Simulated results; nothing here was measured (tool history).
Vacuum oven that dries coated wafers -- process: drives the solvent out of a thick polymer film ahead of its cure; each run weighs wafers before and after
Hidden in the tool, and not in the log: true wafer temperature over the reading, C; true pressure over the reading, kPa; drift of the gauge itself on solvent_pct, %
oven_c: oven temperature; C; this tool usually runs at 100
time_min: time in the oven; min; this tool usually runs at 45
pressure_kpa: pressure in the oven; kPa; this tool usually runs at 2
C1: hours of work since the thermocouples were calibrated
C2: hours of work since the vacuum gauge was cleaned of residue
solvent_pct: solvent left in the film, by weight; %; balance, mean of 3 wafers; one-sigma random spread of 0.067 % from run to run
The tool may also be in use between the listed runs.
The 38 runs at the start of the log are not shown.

{"run": 39, "hour": 972.3, "oven_c": 100, "time_min": 74, "pressure_kpa": 5.25, "C1": 1243, "C2": 462, "solvent_pct": 3.97}
{"run": 40, "hour": 998.8, "oven_c": 100, "time_min": 74, "pressure_kpa": 5.25, "C1": 1254, "C2": 473, "solvent_pct": 4}
{"run": 41, "hour": 1018.2, "oven_c": 100, "time_min": 74, "pressure_kpa": 5.25, "C1": 1263, "C2": 482, "solvent_pct": 3.94}
{"run": 42, "hour": 1043.4, "oven_c": 100, "time_min": 74, "pressure_kpa": 1.18, "C1": 1274, "C2": 493, "solvent_pct": 2.21}
{"run": 43, "hour": 1058.9, "oven_c": 100, "time_min": 48, "pressure_kpa": 6.75, "C1": 1281, "C2": 500, "solvent_pct": 6.15}
{"run": 44, "hour": 1085.7, "oven_c": 100, "time_min": 48, "pressure_kpa": 6.75, "C1": 1292, "C2": 511, "solvent_pct": 6.2}
{"run": 45, "hour": 1114.8, "oven_c": 115, "time_min": 51, "pressure_kpa": 1.42, "C1": 1305, "C2": 524, "solvent_pct": 0.73}
{"run": 46, "hour": 1144.2, "oven_c": 115, "time_min": 51, "pressure_kpa": 1.42, "C1": 1318, "C2": 537, "solvent_pct": 0.73}

Predict each of these 4 candidate next runs independently; none follows another, all start after run 46:
{"run": "A", "hour": 1164.9, "oven_c": 86, "time_min": 42, "pressure_kpa": 1.11, "C1": 1327, "C2": 546, "solvent_pct": "?"}
{"run": "B", "hour": 1164.9, "oven_c": 113, "time_min": 33, "pressure_kpa": 6.51, "C1": 1327, "C2": 546, "solvent_pct": "?"}
{"run": "C", "hour": 1164.9, "oven_c": 92, "time_min": 51, "pressure_kpa": 1.42, "C1": 1327, "C2": 546, "solvent_pct": "?"}
{"run": "D", "hour": 1164.9, "oven_c": 97, "time_min": 51, "pressure_kpa": 1.95, "C1": 1327, "C2": 546, "solvent_pct": "?"}

run=A solvent_pct=9.11
run=B solvent_pct=3.5
run=C solvent_pct=6.6
run=D solvent_pct=4.91
With the hidden condition removed and each run's random variation left untouched, the same runs would have given:
run=A solvent_pct=9.07
run=B solvent_pct=3.47
run=C solvent_pct=6.57
run=D solvent_pct=4.87
